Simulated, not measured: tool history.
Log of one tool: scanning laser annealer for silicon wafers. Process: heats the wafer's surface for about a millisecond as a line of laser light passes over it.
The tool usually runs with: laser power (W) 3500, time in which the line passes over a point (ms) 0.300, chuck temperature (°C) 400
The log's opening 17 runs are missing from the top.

run	hour	laser power (W)	time in which the line passes over a point (ms)	chuck temperature (°C)	hours of work since the window was cleaned	hours of work since the power meter was calibrated	hours of work since the optics were aligned	highest temperature of the surface (°C)
18	891.1	3312	0.300	400	459	1311	752	1119
19	950.4	3312	0.300	400	490	1342	782	1120
20	993.0	3312	0.300	400	512	1364	804	1120
21	1043.5	3403	0.300	400	538	1390	830	1139
22	1091.3	2986	0.244	401	562	1414	855	980
23	1126.4	3761	0.300	415	581	1432	873	1241
24	1165.6	3173	0.272	432	601	1453	893	1084
# hour 1232.9: optics aligned, line set to its width
25	1234.9	3173	0.272	432	634	1486	1	1093
26	1269.3	3245	0.251	400	652	1504	19	1058
27	1318.7	3245	0.251	400	677	1529	44	1053
28	1374.6	3245	0.251	400	706	1558	73	1050
29	1432.6	3500	0.294	390	736	1588	103	1154
30	1483.9	3500	0.294	390	762	1614	129	1156
31	1545.4	3500	0.294	390	794	1646	161	1151
32	1614.2	3243	0.290	383	829	1681	197	1073
33	1663.8	3140	0.300	418	855	1707	222	1093
34	1731.0	3230	0.349	366	890	1741	257	1116
35	1792.9	3230	0.349	366	921	1773	289	1116
36	1851.2	3542	0.215	439	952	1803	319	1096
37	1919.7	3556	0.300	409	987	1839	354	1182
# hour 1927.6: window over the wafer cleaned
38	1989.3	3556	0.300	409	32	1874	389	1212
39	2034.3	3500	0.366	383	55	1897	412	1248
40	2105.7	3500	0.366	383	92	1934	449	1245
41	2136.9	3500	0.248	381	108	1950	465	1093
42	2208.6	3476	0.337	400	145	1987	502	1215

Forecast each of these 3 alternatives for the next run:
A	2278.6	3815	0.337	407	181	2023	538	?
B	2278.6	3391	0.337	393	181	2023	538	?
C	2278.6	3031	0.337	400	181	2023	538	?

run	highest temperature of the surface (°C)
A	1315
B	1185
C	1101
Stripped of hidden state, with their random variation kept, the same runs would have yielded:
run	highest temperature of the surface (°C)
A	1345
B	1211
C	1124
